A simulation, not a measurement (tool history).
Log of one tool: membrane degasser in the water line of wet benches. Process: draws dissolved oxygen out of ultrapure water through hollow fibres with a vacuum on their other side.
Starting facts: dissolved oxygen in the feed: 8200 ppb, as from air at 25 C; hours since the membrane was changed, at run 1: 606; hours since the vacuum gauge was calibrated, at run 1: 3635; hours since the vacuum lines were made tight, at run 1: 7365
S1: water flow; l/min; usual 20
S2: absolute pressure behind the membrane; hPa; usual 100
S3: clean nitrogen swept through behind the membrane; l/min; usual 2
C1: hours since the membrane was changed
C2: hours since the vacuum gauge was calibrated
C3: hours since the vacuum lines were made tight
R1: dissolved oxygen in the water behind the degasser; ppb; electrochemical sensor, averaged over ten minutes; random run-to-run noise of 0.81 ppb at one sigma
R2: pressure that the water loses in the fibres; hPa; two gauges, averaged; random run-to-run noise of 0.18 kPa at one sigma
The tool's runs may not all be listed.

Run 1, hour 0: usual settings; C1 606; C2 3635; C3 7365. Result: R1 168.9 ppb, R2 337 hPa.
Run 2, hour 87.6: usual settings but S1 32 l/min; C1 693; C2 3722; C3 7452. Result: R1 296.4 ppb, R2 540.8 hPa.
Run 3, hour 149.5: usual settings but S1 32 l/min; C1 755; C2 3784; C3 7514. Result: R1 293.4 ppb, R2 534.6 hPa.
Run 4, hour 195.9: usual settings but S1 14 l/min; C1 802; C2 3831; C3 7561. Result: R1 117 ppb, R2 233.2 hPa.
Run 5, hour 259.1: usual settings but S1 14 l/min; C1 865; C2 3894; C3 7624. Result: R1 116.7 ppb, R2 235.6 hPa.
Run 6, hour 328.5: usual settings but S1 14 l/min; C1 934; C2 3963; C3 7693. Result: R1 117.9 ppb, R2 236.4 hPa.
Run 7, hour 398.4: usual settings but S1 14 l/min, S3 4.16 l/min; C1 1004; C2 4033; C3 7763. Result: R1 59.6 ppb, R2 236.9 hPa.
Run 8, hour 485.5: usual settings but S1 14 l/min, S3 4.16 l/min; C1 1091; C2 4120; C3 7850. Result: R1 59.3 ppb, R2 234.3 hPa.
Run 9, hour 536.7: usual settings but S1 14 l/min, S3 4.16 l/min; C1 1143; C2 4171; C3 7901. Result: R1 59.3 ppb, R2 235 hPa.
Run 10, hour 581.7: usual settings; C1 1188; C2 4216; C3 7946. Result: R1 171.6 ppb, R2 336.7 hPa.
Run 11, hour 658.7: usual settings but S1 12 l/min; C1 1265; C2 4293; C3 8023. Result: R1 101.9 ppb, R2 204.7 hPa.
Run 12, hour 739.6: usual settings; C1 1346; C2 4374; C3 8104. Result: R1 169.4 ppb, R2 338.7 hPa.
Run 13, hour 791.6: usual settings; C1 1398; C2 4426; C3 8156. Result: R1 171.3 ppb, R2 338.7 hPa.
Run 14, hour 882.4: usual settings but S1 13 l/min; C1 1488; C2 4517; C3 8247. Result: R1 110.9 ppb, R2 222.5 hPa.
Run 15, hour 985.1: usual settings; C1 1591; C2 4620; C3 8350. Result: R1 171.3 ppb, R2 335.3 hPa.
Run 16, hour 1044.3: usual settings but S3 4.48 l/min; C1 1650; C2 4679; C3 8409. Result: R1 83.8 ppb, R2 340.8 hPa.
Run 17, hour 1133.7: usual settings but S3 4.48 l/min; C1 1740; C2 4768; C3 8498. Result: R1 84.9 ppb, R2 337.9 hPa.
Run 18, hour 1210: usual settings but S2 174 hPa; C1 1816; C2 4845; C3 8575. Result: R1 338.2 ppb, R2 339.3 hPa.
Run 19, hour 1277.8: usual settings but S3 5.19 l/min; C1 1884; C2 4912; C3 8642. Result: R1 74.2 ppb, R2 342 hPa.
Run 20, hour 1345.5: usual settings but S3 5.19 l/min; C1 1951; C2 4980; C3 8710. Result: R1 75.2 ppb, R2 340.3 hPa.
Run 21, hour 1406.5: usual settings but S1 27 l/min, S3 3.67 l/min; C1 2012; C2 5041; C3 8771. Result: R1 150.4 ppb, R2 455.3 hPa.
Run 22, hour 1451.1: usual settings but S1 12 l/min, S2 144 hPa; C1 2057; C2 5086; C3 8816. Result: R1 165.7 ppb, R2 205.1 hPa.
Run 23, hour 1554.6: usual settings but S1 16 l/min, S2 104 hPa, S3 2.06 l/min; C1 2161; C2 5189; C3 8919. Result: R1 139.6 ppb, R2 272.8 hPa.
Run 24, hour 1624.3: usual settings but S2 98 hPa, S3 2.83 l/min; C1 2230; C2 5259; C3 8989. Result: R1 123.1 ppb, R2 338 hPa.
Run 25, hour 1719.2: usual settings but S1 15 l/min, S3 4.52 l/min; C1 2325; C2 5354; C3 9084. Result: R1 59 ppb, R2 255.3 hPa.
Run 26, hour 1809.1: usual settings but S2 198 hPa; C1 2415; C2 5444; C3 9174. Result: R1 391 ppb, R2 343.3 hPa.
Run 27, hour 1908: usual settings but S3 1.81 l/min; C1 2514; C2 5543; C3 9273. Result: R1 187.8 ppb, R2 340 hPa.
Run 28, hour 1991.3: usual settings but S3 3.36 l/min; C1 2597; C2 5626; C3 9356. Result: R1 109.8 ppb, R2 342.5 hPa.
Run 29, hour 2083.9: usual settings but S3 3.36 l/min; C1 2690; C2 5719; C3 9449. Result: R1 109.3 ppb, R2 339.6 hPa.
Run 30, hour 2162.6: usual settings but S2 128 hPa, S3 3.25 l/min; C1 2769; C2 5797; C3 9527. Result: R1 152 ppb, R2 341.8 hPa.
Run 31, hour 2248.6: usual settings but S1 26 l/min, S2 122 hPa, S3 2.43 l/min; C1 2854; C2 5883; C3 9613. Result: R1 252.2 ppb, R2 443.6 hPa.

Each row is a separate what-if for the run after 31, all from the same tool condition, not one after another. Results?
Run A, hour 2347.4: usual settings but S2 213 hPa; C1 2953; C2 5982; C3 9712. Result: R1 ?, R2 ?.
Run B, hour 2347.4: usual settings but S2 195 hPa; C1 2953; C2 5982; C3 9712. Result: R1 ?, R2 ?.
Run C, hour 2347.4: usual settings but S2 162 hPa, S3 2.48 l/min; C1 2953; C2 5982; C3 9712. Result: R1 ?, R2 ?.
Run D, hour 2347.4: usual settings but S1 15 l/min, S2 160 hPa; C1 2953; C2 5982; C3 9712. Result: R1 ?, R2 ?.
Run E, hour 2347.4: usual settings but S1 27 l/min, S2 122 hPa, S3 2.43 l/min; C1 2953; C2 5982; C3 9712. Result: R1 ?, R2 ?.

run     R1     R2
  A  422.5  338.5
  B  384.3  337.2
  C  258.7  339.4
  D  233.7  255.6
  E  264.6  461.4
What these runs would have given with no unlogged condition in the tool:
run     R1     R2
  A  413.5  332.4
  B  375.5  331.2
  C  251.5  333.3
  D    227  251.1
  E  254.9  453.2

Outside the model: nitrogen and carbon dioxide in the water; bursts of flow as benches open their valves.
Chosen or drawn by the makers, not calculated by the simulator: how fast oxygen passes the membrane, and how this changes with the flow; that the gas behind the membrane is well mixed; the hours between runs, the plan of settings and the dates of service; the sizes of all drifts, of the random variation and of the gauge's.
